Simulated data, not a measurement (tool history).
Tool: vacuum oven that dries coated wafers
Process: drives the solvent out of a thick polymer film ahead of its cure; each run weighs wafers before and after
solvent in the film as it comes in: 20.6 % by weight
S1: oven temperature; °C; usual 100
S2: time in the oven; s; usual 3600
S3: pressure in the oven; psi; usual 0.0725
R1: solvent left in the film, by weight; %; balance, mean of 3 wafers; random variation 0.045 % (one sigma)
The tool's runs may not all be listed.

Run 1, day 0.000: usual settings. Result: R1 4.03 %.
Run 2, day 1.054: usual settings but S2 4980 s. Result: R1 2.45 %.
Run 3, day 2.225: usual settings. Result: R1 3.99 %.
Run 4, day 2.883: usual settings but S1 109 °C. Result: R1 1.52 %.
Run 5, day 3.558: usual settings but S1 109 °C, S3 0.1130 psi. Result: R1 1.72 %.
Run 6, day 4.562: usual settings but S1 103 °C, S3 0.1130 psi. Result: R1 3.20 %.
Run 7, day 5.671: usual settings but S1 103 °C, S3 0.1130 psi. Result: R1 3.30 %.
Run 8, day 6.846: usual settings but S1 103 °C, S3 0.1130 psi. Result: R1 3.22 %.
Run 9, day 7.871: usual settings but S2 2460 s. Result: R1 6.05 %.
Run 10, day 8.921: usual settings but S2 2460 s. Result: R1 6.12 %.
Run 11, day 9.754: usual settings but S2 2460 s. Result: R1 6.02 %.
Run 12, day 10.388: usual settings but S1 91 °C, S2 5280 s, S3 0.1391 psi. Result: R1 5.68 %.
Run 13, day 11.179: usual settings but S1 91 °C, S2 5280 s, S3 0.1391 psi. Result: R1 5.74 %.

The next listed run, before its measurement:
Run 14, day 12.150: usual settings but S1 91 °C, S2 5280 s, S3 0.1476 psi. Result: R1 ?.

Run 14 gave R1 5.80 %.
Without the tool's hidden state the same run would have given R1 5.94 %.
